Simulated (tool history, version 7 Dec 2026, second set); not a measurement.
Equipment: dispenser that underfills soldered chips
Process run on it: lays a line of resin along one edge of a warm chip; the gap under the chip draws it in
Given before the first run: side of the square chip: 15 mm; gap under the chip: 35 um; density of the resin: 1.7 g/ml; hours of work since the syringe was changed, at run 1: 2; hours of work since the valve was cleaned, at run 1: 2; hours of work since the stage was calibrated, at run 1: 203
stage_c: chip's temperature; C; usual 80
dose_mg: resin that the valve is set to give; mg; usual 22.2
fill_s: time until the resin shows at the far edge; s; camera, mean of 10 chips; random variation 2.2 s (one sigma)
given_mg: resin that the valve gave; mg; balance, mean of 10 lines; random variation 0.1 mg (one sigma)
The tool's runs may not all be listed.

run	hour	stage_c	dose_mg	hours of work since the syringe was changed	hours of work since the valve was cleaned	hours of work since the stage was calibrated	fill_s	given_mg
1	0.0	80	22.2	2	2	203	251.6	22.28
# hour 6.1: new syringe of resin
2	6.6	80	22.2	0	7	208	224.1	22.17
3	13.8	80	22.2	6	13	213	338.1	22.03
# hour 15.4: new syringe of resin
4	18.0	80	22.2	2	16	216	251.5	21.78
5	23.4	80	22.2	6	20	221	346.3	21.77
# hour 25.0: new syringe of resin
6	31.1	80	22.2	5	25	226	311.7	21.58
# hour 34.1: new syringe of resin
7	39.5	80	22.2	4	32	233	304.5	21.63
# hour 43.2: new syringe of resin
8	47.4	80	22.2	3	37	238	269.4	21.41
# hour 52.5: new syringe of resin
9	53.8	83	22.2	1	42	243	217.7	21.22
# hour 61.9: new syringe of resin
10	62.0	80	22.2	0	48	249	224.9	21.12
# hour 64.6: dispensing valve cleaned and set on the balance
11	69.7	80	22.2	5	4	254	319.9	21.90
# hour 72.4: new syringe of resin
12	76.6	80	22.2	3	9	259	277.3	21.99
# hour 81.4: new syringe of resin
13	83.7	80	22.2	2	14	264	243.0	21.96
14	88.6	69	22.2	6	18	268	470.1	21.77
# hour 90.5: new syringe of resin
15	93.1	82	22.2	2	21	271	233.6	21.56
# hour 99.8: new syringe of resin
16	100.6	82	22.2	1	27	277	209.1	21.82
17	107.6	82	24.1	6	32	282	305.7	23.41
# hour 108.9: new syringe of resin
18	115.8	80	24.1	5	38	288	322.0	22.92
# hour 117.9: new syringe of resin
19	123.1	80	24.1	4	43	294	294.4	22.93
# hour 127.1: new syringe of resin
# hour 132.3: dispensing valve cleaned and set on the balance
20	132.3	72	24.1	3	0	300	357.3	24.25

What will run 21 give?
# hour 137.3: new syringe of resin
21	139.0	72	24.1	1	5	305	?	?

fill_s: 308.2 s
given_mg: 24.03 mg
If the tool had no hidden condition, the same run with the same run-to-run variation would have returned fill_s 293.2 s, given_mg 24.15 mg.
